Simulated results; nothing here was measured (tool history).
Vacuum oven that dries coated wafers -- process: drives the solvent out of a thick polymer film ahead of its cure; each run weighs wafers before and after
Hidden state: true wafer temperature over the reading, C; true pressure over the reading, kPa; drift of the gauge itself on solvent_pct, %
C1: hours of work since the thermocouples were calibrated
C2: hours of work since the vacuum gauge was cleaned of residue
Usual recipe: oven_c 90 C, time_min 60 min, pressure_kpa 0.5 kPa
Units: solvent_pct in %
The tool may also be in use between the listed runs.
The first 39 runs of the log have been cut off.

run 40 hour=893.1 | oven_c=93 time_min=33 pressure_kpa=1.02 | C1=309 C2=332 | solvent_pct=2.48
run 41 hour=921.1 | oven_c=79 time_min=60 pressure_kpa=0.62 | C1=328 C2=351 | solvent_pct=2.4
run 42 hour=934 | oven_c=90 time_min=60 pressure_kpa=1.091 | C1=337 C2=360 | solvent_pct=1.44
run 43 hour=962.5 | oven_c=90 time_min=54 pressure_kpa=0.273 | C1=356 C2=380 | solvent_pct=0.97
run 44 hour=990 | oven_c=89 time_min=78 pressure_kpa=0.595 | C1=375 C2=398 | solvent_pct=0.81
run 45 hour=1011.8 | oven_c=80 time_min=39 pressure_kpa=0.595 | C1=390 C2=414 | solvent_pct=3.84
run 46 hour=1034.2 | oven_c=90 time_min=60 pressure_kpa=0.406 | C1=406 C2=429 | solvent_pct=0.92
run 47 hour=1056 | oven_c=90 time_min=60 pressure_kpa=0.406 | C1=421 C2=444 | solvent_pct=0.95

Alternative continuations, all from the tool just after run 47; predict every row:
run A hour=1070.8 | oven_c=90 time_min=90 pressure_kpa=1.764 | C1=431 C2=454 | solvent_pct=?
run B hour=1070.8 | oven_c=98 time_min=86 pressure_kpa=0.406 | C1=431 C2=454 | solvent_pct=?
run C hour=1070.8 | oven_c=90 time_min=43 pressure_kpa=1.2 | C1=431 C2=454 | solvent_pct=?

run=A solvent_pct=1.7
run=B solvent_pct=0.4
run=C solvent_pct=2.24
What these runs would have given with no unlogged condition in the tool:
run=A solvent_pct=1.52
run=B solvent_pct=0.29
run=C solvent_pct=2.02
